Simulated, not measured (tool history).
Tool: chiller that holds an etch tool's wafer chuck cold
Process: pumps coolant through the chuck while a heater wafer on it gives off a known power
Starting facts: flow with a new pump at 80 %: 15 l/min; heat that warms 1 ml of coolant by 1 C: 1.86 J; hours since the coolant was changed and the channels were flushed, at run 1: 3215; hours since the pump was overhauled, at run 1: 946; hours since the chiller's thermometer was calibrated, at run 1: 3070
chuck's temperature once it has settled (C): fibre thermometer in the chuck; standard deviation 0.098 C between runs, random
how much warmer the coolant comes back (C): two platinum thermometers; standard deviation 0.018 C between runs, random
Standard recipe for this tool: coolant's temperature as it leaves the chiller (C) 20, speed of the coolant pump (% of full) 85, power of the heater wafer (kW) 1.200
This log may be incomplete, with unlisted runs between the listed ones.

| run | hour | coolant's temperature as it leaves the chiller (C) | speed of the coolant pump (% of full) | power of the heater wafer (kW) | hours since the coolant was changed and the channels were flushed | hours since the pump was overhauled | hours since the chiller's thermometer was calibrated | chuck's temperature once it has settled (C) | how much warmer the coolant comes back (C) |
|---|---|---|---|---|---|---|---|---|---|
| 1 | 0.0 | 20 | 85 | 1.200 | 3215 | 946 | 3070 | 28.91 | 2.43 |
| 2 | 50.2 | 20 | 85 | 1.200 | 3265 | 996 | 3121 | 29.06 | 2.42 |
| 3 | 114.1 | 20 | 85 | 1.200 | 3329 | 1060 | 3185 | 29.06 | 2.44 |
| 4 | 178.8 | 20 | 85 | 1.200 | 3394 | 1125 | 3249 | 28.91 | 2.44 |
| 5 | 260.2 | 20 | 85 | 1.200 | 3475 | 1206 | 3331 | 28.87 | 2.49 |
| 6 | 338.5 | 20 | 85 | 1.200 | 3554 | 1284 | 3409 | 28.89 | 2.49 |
| 7 | 383.9 | 20 | 85 | 1.200 | 3599 | 1330 | 3454 | 29.07 | 2.53 |
| 8 | 423.6 | 20 | 85 | 1.200 | 3639 | 1369 | 3494 | 28.74 | 2.50 |
| 9 | 471.1 | 20 | 85 | 1.200 | 3686 | 1417 | 3541 | 28.80 | 2.54 |
|  | 543.4 | coolant changed, channels flushed |
| 10 | 556.7 | 20 | 85 | 1.200 | 13 | 1496 | 3621 | 28.86 | 2.52 |
| 11 | 612.7 | 20 | 85 | 1.200 | 69 | 1552 | 3677 | 29.01 | 2.56 |
| 12 | 695.7 | 20 | 85 | 1.200 | 152 | 1636 | 3760 | 28.85 | 2.57 |
| 13 | 751.9 | 10 | 85 | 1.200 | 209 | 1692 | 3816 | 18.85 | 2.56 |
| 14 | 788.1 | 17 | 85 | 1.200 | 245 | 1728 | 3852 | 25.83 | 2.59 |
|  | 806.9 | chiller's thermometer calibrated |
| 15 | 852.4 | 20 | 85 | 1.200 | 308 | 1791 | 45 | 28.93 | 2.61 |
| 16 | 935.0 | 20 | 85 | 1.200 | 391 | 1874 | 128 | 28.92 | 2.60 |
| 17 | 999.5 | 20 | 82 | 1.200 | 455 | 1938 | 193 | 28.99 | 2.73 |
| 18 | 1043.1 | 20 | 82 | 1.200 | 499 | 1982 | 236 | 28.87 | 2.71 |
| 19 | 1107.8 | 20 | 85 | 0.629 | 563 | 2047 | 301 | 24.66 | 1.50 |
| 20 | 1174.2 | 20 | 85 | 0.629 | 630 | 2113 | 367 | 24.48 | 1.53 |
| 21 | 1241.5 | 28 | 85 | 0.629 | 697 | 2180 | 435 | 32.71 | 1.53 |
| 22 | 1325.9 | 28 | 85 | 0.629 | 782 | 2265 | 519 | 32.50 | 1.55 |
| 23 | 1390.8 | 28 | 85 | 0.629 | 846 | 2330 | 584 | 32.60 | 1.56 |
| 24 | 1428.3 | 28 | 85 | 1.302 | 884 | 2367 | 621 | 37.59 | 2.92 |
| 25 | 1509.3 | 13 | 71 | 1.572 | 965 | 2448 | 702 | 26.30 | 4.11 |
| 26 | 1582.5 | 24 | 66 | 0.920 | 1038 | 2521 | 776 | 32.02 | 2.71 |
| 27 | 1624.8 | 24 | 66 | 0.920 | 1080 | 2564 | 818 | 32.10 | 2.69 |
| 28 | 1707.3 | 19 | 70 | 1.214 | 1163 | 2646 | 900 | 29.24 | 3.30 |
| 29 | 1784.8 | 28 | 76 | 0.675 | 1240 | 2724 | 978 | 33.50 | 1.88 |
| 30 | 1842.5 | 17 | 93 | 0.831 | 1298 | 2781 | 1036 | 22.94 | 1.89 |
| 31 | 1916.2 | 17 | 93 | 0.831 | 1372 | 2855 | 1109 | 22.77 | 1.93 |
| 32 | 1970.6 | 13 | 93 | 0.877 | 1426 | 2909 | 1164 | 19.21 | 2.03 |

What if the next run were any one of these 3? Each begins from the tool's condition after run 32:
| A | 2009.1 | 11 | 85 | 1.061 | 1465 | 2948 | 1202 | ? | ? |
| B | 2009.1 | 10 | 63 | 1.200 | 1465 | 2948 | 1202 | ? | ? |
| C | 2009.1 | 19 | 82 | 1.186 | 1465 | 2948 | 1202 | ? | ? |

| run | chuck's temperature once it has settled (C) | how much warmer the coolant comes back (C) |
|---|---|---|
| A | 18.88 | 2.56 |
| B | 20.80 | 3.64 |
| C | 28.05 | 2.88 |
Take away the tool's hidden state, keep each run's random variation, and the runs would have read:
| run | chuck's temperature once it has settled (C) | how much warmer the coolant comes back (C) |
|---|---|---|
| A | 18.87 | 2.16 |
| B | 20.79 | 3.24 |
| C | 28.04 | 2.48 |

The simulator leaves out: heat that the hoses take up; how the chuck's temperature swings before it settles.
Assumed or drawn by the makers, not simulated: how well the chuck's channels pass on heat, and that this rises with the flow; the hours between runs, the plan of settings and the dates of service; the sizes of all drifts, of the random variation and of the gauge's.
